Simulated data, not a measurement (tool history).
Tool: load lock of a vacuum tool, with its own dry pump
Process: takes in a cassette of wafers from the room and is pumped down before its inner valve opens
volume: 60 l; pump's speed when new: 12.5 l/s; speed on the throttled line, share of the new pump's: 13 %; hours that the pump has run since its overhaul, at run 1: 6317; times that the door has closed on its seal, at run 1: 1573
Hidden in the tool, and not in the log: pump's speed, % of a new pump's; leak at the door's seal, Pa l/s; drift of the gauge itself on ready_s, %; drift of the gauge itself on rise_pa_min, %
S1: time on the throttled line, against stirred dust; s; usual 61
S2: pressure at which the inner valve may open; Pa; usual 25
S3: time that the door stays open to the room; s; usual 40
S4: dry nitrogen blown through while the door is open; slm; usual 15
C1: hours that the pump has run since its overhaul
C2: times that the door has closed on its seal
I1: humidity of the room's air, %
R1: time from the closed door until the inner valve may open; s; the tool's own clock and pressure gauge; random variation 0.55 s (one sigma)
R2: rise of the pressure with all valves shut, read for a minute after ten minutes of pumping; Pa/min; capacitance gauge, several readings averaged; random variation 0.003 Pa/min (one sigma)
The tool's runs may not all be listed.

run 1 day=0.000 | S1=61 S2=25 S3=40 S4=15 | C1=6317 C2=1573 | I1=46.7 | R1=95.4 R2=0.032
run 2 day=6.471 | S1=61 S2=44 S3=40 S4=15 | C1=6473 C2=2061 | I1=42.3 | R1=92.4 R2=0.034
run 3 day=14.712 | S1=61 S2=44 S3=40 S4=15 | C1=6671 C2=2683 | I1=45.8 | R1=93.4 R2=0.025
run 4 day=21.475 | S1=61 S2=25 S3=40 S4=15 | C1=6833 C2=3193 | I1=46.2 | R1=95.9 R2=0.038
run 5 day=28.342 | S1=61 S2=41 S3=40 S4=15 | C1=6998 C2=3712 | I1=42.9 | R1=93.2 R2=0.035
run 6 day=37.058 | S1=61 S2=41 S3=40 S4=15 | C1=7207 C2=4369 | I1=44.7 | R1=93.4 R2=0.031
run 7 day=43.117 | S1=61 S2=41 S3=40 S4=15 | C1=7352 C2=4827 | I1=49.8 | R1=93.1 R2=0.047
run 8 day=49.725 | S1=61 S2=41 S3=40 S4=12 | C1=7511 C2=5325 | I1=49.0 | R1=93.0 R2=0.044
run 9 day=56.342 | S1=61 S2=41 S3=40 S4=12 | C1=7670 C2=5825 | I1=43.3 | R1=92.9 R2=0.046
run 10 day=60.575 | S1=61 S2=41 S3=40 S4=12 | C1=7771 C2=6144 | I1=46.5 | R1=94.9 R2=0.052
run 11 day=64.788 | S1=86 S2=25 S3=40 S4=15 | C1=7872 C2=6462 | I1=43.6 | R1=117.8 R2=0.042
run 12 day=71.683 | S1=86 S2=25 S3=40 S4=15 | C1=8038 C2=6982 | I1=46.7 | R1=117.1 R2=0.043
run 13 day=77.133 | S1=95 S2=25 S3=40 S4=15 | C1=8169 C2=7394 | I1=45.6 | R1=126.9 R2=0.049
run 14 day=86.008 | S1=95 S2=25 S3=40 S4=15 | C1=8382 C2=8063 | I1=43.0 | R1=125.8 R2=0.052
run 15 day=90.488 | S1=61 S2=25 S3=40 S4=15 | C1=8489 C2=8401 | I1=46.4 | R1=95.6 R2=0.051
run 16 day=98.454 | S1=61 S2=22 S3=40 S4=15 | C1=8680 C2=9002 | I1=46.7 | R1=97.3 R2=0.055
run 17 day=102.800 | S1=61 S2=22 S3=40 S4=15 | C1=8785 C2=9330 | I1=50.5 | R1=97.3 R2=0.065
run 18 day=111.746 | S1=61 S2=22 S3=40 S4=15 | C1=8999 C2=10006 | I1=40.9 | R1=97.7 R2=0.054
run 19 day=115.575 | S1=63 S2=22 S3=40 S4=15 | C1=9091 C2=10294 | I1=44.3 | R1=98.6 R2=0.053
run 20 day=121.238 | S1=63 S2=22 S3=40 S4=15 | C1=9227 C2=10722 | I1=47.3 | R1=99.1 R2=0.062
run 21 day=128.229 | S1=63 S2=22 S3=40 S4=36 | C1=9395 C2=11249 | I1=41.9 | R1=99.9 R2=0.053
run 22 day=133.633 | S1=61 S2=25 S3=40 S4=7 | C1=9525 C2=11657 | I1=43.4 | R1=96.7 R2=0.069
run 23 day=139.329 | S1=61 S2=25 S3=40 S4=7 | C1=9661 C2=12087 | I1=43.8 | R1=97.2 R2=0.073
run 24 day=143.725 | S1=61 S2=31 S3=26 S4=6 | C1=9767 C2=12419 | I1=46.0 | R1=95.6 R2=0.070
run 25 day=149.450 | S1=61 S2=19 S3=40 S4=16 | C1=9904 C2=12851 | I1=43.8 | R1=98.9 R2=0.062
run 26 day=156.629 | S1=61 S2=19 S3=40 S4=16 | C1=10077 C2=13393 | I1=46.2 | R1=98.8 R2=0.076
run 27 day=164.871 | S1=61 S2=19 S3=40 S4=16 | C1=10274 C2=14015 | I1=50.8 | R1=99.4 R2=0.074
run 28 day=170.396 | S1=65 S2=23 S3=185 S4=9 | C1=10407 C2=14431 | I1=47.8 | R1=101.4 R2=0.134
run 29 day=177.367 | S1=65 S2=23 S3=185 S4=9 | C1=10574 C2=14957 | I1=44.9 | R1=101.7 R2=0.132
run 30 day=181.704 | S1=65 S2=23 S3=185 S4=9 | C1=10678 C2=15285 | I1=42.1 | R1=101.5 R2=0.133
run 31 day=187.058 | S1=38 S2=40 S3=40 S4=15 | C1=10807 C2=15689 | I1=43.5 | R1=75.7 R2=0.085
run 32 day=193.596 | S1=38 S2=40 S3=40 S4=15 | C1=10964 C2=16182 | I1=44.5 | R1=76.2 R2=0.079
run 33 day=198.429 | S1=84 S2=39 S3=136 S4=13 | C1=11080 C2=16547 | I1=43.6 | R1=114.0 R2=0.119
run 34 day=204.875 | S1=61 S2=25 S3=26 S4=15 | C1=11234 C2=17033 | I1=48.4 | R1=97.7 R2=0.084
run 35 day=209.779 | S1=61 S2=25 S3=26 S4=5 | C1=11352 C2=17403 | I1=43.5 | R1=97.6 R2=0.095
run 36 day=214.338 | S1=61 S2=25 S3=28 S4=5 | C1=11462 C2=17747 | I1=44.6 | R1=97.9 R2=0.099
run 37 day=220.429 | S1=52 S2=27 S3=40 S4=15 | C1=11608 C2=18207 | I1=47.2 | R1=90.3 R2=0.097

3 ways to go on from here, each from the tool as it stands after run 37. What would each give?
run A day=227.104 | S1=52 S2=27 S3=79 S4=22 | C1=11768 C2=18711 | I1=43.2 | R1=? R2=?
run B day=227.104 | S1=52 S2=27 S3=194 S4=15 | C1=11768 C2=18711 | I1=42.6 | R1=? R2=?
run C day=227.104 | S1=61 S2=19 S3=40 S4=17 | C1=11768 C2=18711 | I1=46.8 | R1=? R2=?

run=A R1=91.2 R2=0.104
run=B R1=90.4 R2=0.128
run=C R1=99.4 R2=0.101
Without the tool's hidden state the same runs would have given:
run=A R1=85.2 R2=0.029
run=B R1=84.5 R2=0.056
run=C R1=93.5 R2=0.027
